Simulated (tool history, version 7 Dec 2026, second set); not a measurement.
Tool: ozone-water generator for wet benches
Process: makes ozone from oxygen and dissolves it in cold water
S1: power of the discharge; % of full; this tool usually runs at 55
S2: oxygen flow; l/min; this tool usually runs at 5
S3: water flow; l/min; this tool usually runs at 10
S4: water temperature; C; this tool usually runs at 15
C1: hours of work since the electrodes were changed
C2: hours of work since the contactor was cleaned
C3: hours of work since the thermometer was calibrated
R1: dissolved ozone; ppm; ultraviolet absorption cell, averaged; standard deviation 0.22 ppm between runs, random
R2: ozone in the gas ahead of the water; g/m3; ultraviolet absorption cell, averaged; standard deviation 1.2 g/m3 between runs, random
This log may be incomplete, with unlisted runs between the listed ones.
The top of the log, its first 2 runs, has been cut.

run	hour	S1	S2	S3	S4	C1	C2	C3	R1	R2
3	48.4	55	5	10	10	1068	6320	2499	36.6	223.7
4	71.2	55	5	10	15	1085	6337	2516	33.6	222.5
5	100.9	66	5	10	15	1108	6360	2539	37.7	249.3
6	135	66	5	10	15	1134	6386	2565	37.3	251.1
7	159.9	55	3.04	10	15	1153	6406	2584	35.3	298.7
8	175.6	55	3.04	10	15	1165	6418	2596	35.8	296
9	197.6	55	3.04	10	15	1182	6435	2613	35.8	297.9
10	229.1	55	5	10	15	1207	6459	2637	33.4	220.9
11	247.3	55	5	10	15	1221	6473	2651	33.2	221.1
12	276.2	55	5	10	15	1243	6495	2673	33.2	221.7
13	296.6	55	5	10	15	1258	6511	2689	33.5	220.4
14	320.8	55	5	10	15	1277	6529	2708	33.3	218.4
15	354.8	55	8.32	10	15	1303	6555	2734	29.9	160.8
16	389.9	55	8.32	10	15	1330	6582	2761	29.6	162.7
17	422.7	55	5	10	15	1355	6607	2786	33.5	218.7
18	443.2	60	3.16	6	15	1371	6623	2802	54.3	306.8
19	476.4	55	2.52	10	7	1397	6649	2827	39.1	327.4
20	492.8	55	6.03	10	9	1409	6661	2840	35.9	196.6
21	522.6	55	4.14	7	15	1432	6684	2863	44	244.1
22	553.4	55	5	10	17	1456	6708	2886	31.8	217.8

Predict the results of run 23:
23	576.9	55	5	10	17	1474	6726	2904	?	?

{"run 23": {"R1": 31.9, "R2": 216.7}}
Minus the tool's unlogged condition, the same run would have read R1 32 ppm, R2 222.8 g/m3.

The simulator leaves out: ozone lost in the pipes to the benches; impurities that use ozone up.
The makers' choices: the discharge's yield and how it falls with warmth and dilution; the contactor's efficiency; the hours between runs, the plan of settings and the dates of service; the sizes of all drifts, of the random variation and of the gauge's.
